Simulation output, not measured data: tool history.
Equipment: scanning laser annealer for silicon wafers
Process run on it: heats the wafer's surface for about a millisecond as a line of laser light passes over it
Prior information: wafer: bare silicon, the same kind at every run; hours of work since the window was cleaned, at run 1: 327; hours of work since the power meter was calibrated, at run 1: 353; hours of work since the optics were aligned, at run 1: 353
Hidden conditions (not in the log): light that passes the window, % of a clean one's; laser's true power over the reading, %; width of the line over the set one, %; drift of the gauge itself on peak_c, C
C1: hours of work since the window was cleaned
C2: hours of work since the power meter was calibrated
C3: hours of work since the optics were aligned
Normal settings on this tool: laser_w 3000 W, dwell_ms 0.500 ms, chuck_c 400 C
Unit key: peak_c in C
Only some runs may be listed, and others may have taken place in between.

Run 1, hour 0.0: usual settings; C1 327; C2 353; C3 353. Result: peak_c 1223 C.
Run 2, hour 12.0: usual settings but chuck_c 372 C; C1 336; C2 362; C3 362. Result: peak_c 1194 C.
Run 3, hour 19.7: usual settings; C1 341; C2 367; C3 367. Result: peak_c 1223 C.
Run 4, hour 31.5: usual settings; C1 349; C2 375; C3 375. Result: peak_c 1223 C.
Run 5, hour 39.6: usual settings; C1 355; C2 381; C3 381. Result: peak_c 1224 C.
Run 6, hour 47.3: usual settings; C1 360; C2 386; C3 386. Result: peak_c 1223 C.
Run 7, hour 59.7: usual settings but laser_w 2675 W; C1 368; C2 395; C3 395. Result: peak_c 1110 C.
Run 8, hour 67.2: usual settings but laser_w 2675 W, dwell_ms 0.442 ms; C1 374; C2 400; C3 400. Result: peak_c 1059 C.
Run 9, hour 76.9: usual settings; C1 380; C2 406; C3 406. Result: peak_c 1224 C.
Run 10, hour 82.9: usual settings; C1 385; C2 411; C3 411. Result: peak_c 1224 C.
Run 11, hour 88.5: usual settings; C1 388; C2 414; C3 414. Result: peak_c 1223 C.
Run 12, hour 100.6: usual settings but laser_w 2887 W; C1 397; C2 423; C3 423. Result: peak_c 1179 C.
Run 13, hour 108.4: usual settings but laser_w 2887 W; C1 402; C2 428; C3 428. Result: peak_c 1184 C.
Run 14, hour 121.7: usual settings but laser_w 2887 W, chuck_c 369 C; C1 411; C2 437; C3 437. Result: peak_c 1149 C.
Run 15, hour 134.3: usual settings but laser_w 2887 W, chuck_c 369 C; C1 420; C2 446; C3 446. Result: peak_c 1150 C.
Run 16, hour 142.0: usual settings but chuck_c 366 C; C1 425; C2 451; C3 451. Result: peak_c 1189 C.
Run 17, hour 151.5: usual settings but laser_w 3075 W, dwell_ms 0.366 ms; C1 432; C2 458; C3 458. Result: peak_c 1104 C.
Run 18, hour 159.6: usual settings but laser_w 2747 W, chuck_c 435 C; C1 437; C2 464; C3 464. Result: peak_c 1165 C.
Run 19, hour 172.2: usual settings but chuck_c 382 C; C1 446; C2 472; C3 472. Result: peak_c 1203 C.
Run 20, hour 182.5: usual settings but laser_w 3152 W, dwell_ms 0.390 ms, chuck_c 382 C; C1 453; C2 479; C3 479. Result: peak_c 1131 C.
Run 21, hour 192.4: usual settings but laser_w 3251 W, dwell_ms 0.530 ms, chuck_c 360 C; C1 460; C2 486; C3 486. Result: peak_c 1301 C.
Run 22, hour 201.3: usual settings but laser_w 3106 W, chuck_c 409 C; C1 466; C2 492; C3 492. Result: peak_c 1265 C.
Run 23, hour 207.1: usual settings but laser_w 3106 W, chuck_c 409 C; C1 470; C2 496; C3 496. Result: peak_c 1265 C.
Run 24, hour 215.2: usual settings but laser_w 3106 W, chuck_c 409 C; C1 476; C2 502; C3 502. Result: peak_c 1263 C.
Run 25, hour 227.9: usual settings but laser_w 2908 W, dwell_ms 0.615 ms, chuck_c 360 C; C1 485; C2 511; C3 511. Result: peak_c 1252 C.
Run 26, hour 234.0: usual settings but laser_w 3234 W, chuck_c 420 C; C1 489; C2 515; C3 515. Result: peak_c 1317 C.
Run 27, hour 244.3: usual settings but laser_w 3234 W, chuck_c 420 C; C1 496; C2 522; C3 522. Result: peak_c 1319 C.
Run 28, hour 252.0: usual settings but laser_w 3030 W, dwell_ms 0.613 ms; C1 501; C2 527; C3 527. Result: peak_c 1335 C.
Run 29, hour 261.9: usual settings but laser_w 3128 W, dwell_ms 0.495 ms, chuck_c 411 C; C1 508; C2 534; C3 534. Result: peak_c 1267 C.
Run 30, hour 269.5: usual settings but laser_w 2822 W, dwell_ms 0.515 ms, chuck_c 389 C; C1 513; C2 539; C3 539. Result: peak_c 1156 C.
Run 31, hour 278.8: usual settings but laser_w 3246 W, dwell_ms 0.515 ms, chuck_c 414 C; C1 520; C2 546; C3 546. Result: peak_c 1335 C.

Each row is a separate what-if for the run after 31, all from the same tool condition, not one after another. Results?
Run A, hour 291.3: usual settings but laser_w 3246 W, dwell_ms 0.515 ms, chuck_c 403 C; C1 528; C2 555; C3 555. Result: peak_c ?.
Run B, hour 291.3: usual settings but laser_w 3279 W, dwell_ms 0.448 ms, chuck_c 423 C; C1 528; C2 555; C3 555. Result: peak_c ?.
Run C, hour 291.3: usual settings but laser_w 2994 W, dwell_ms 0.588 ms, chuck_c 423 C; C1 528; C2 555; C3 555. Result: peak_c ?.
Run D, hour 291.3: usual settings but laser_w 2905 W, dwell_ms 0.459 ms, chuck_c 414 C; C1 528; C2 555; C3 555. Result: peak_c ?.

run  peak_c
  A    1318
  B    1279
  C    1325
  D    1156
The same runs, with their run-to-run variation unchanged, on a tool lacking any hidden condition would have given:
run  peak_c
  A    1353
  B    1311
  C    1359
  D    1184
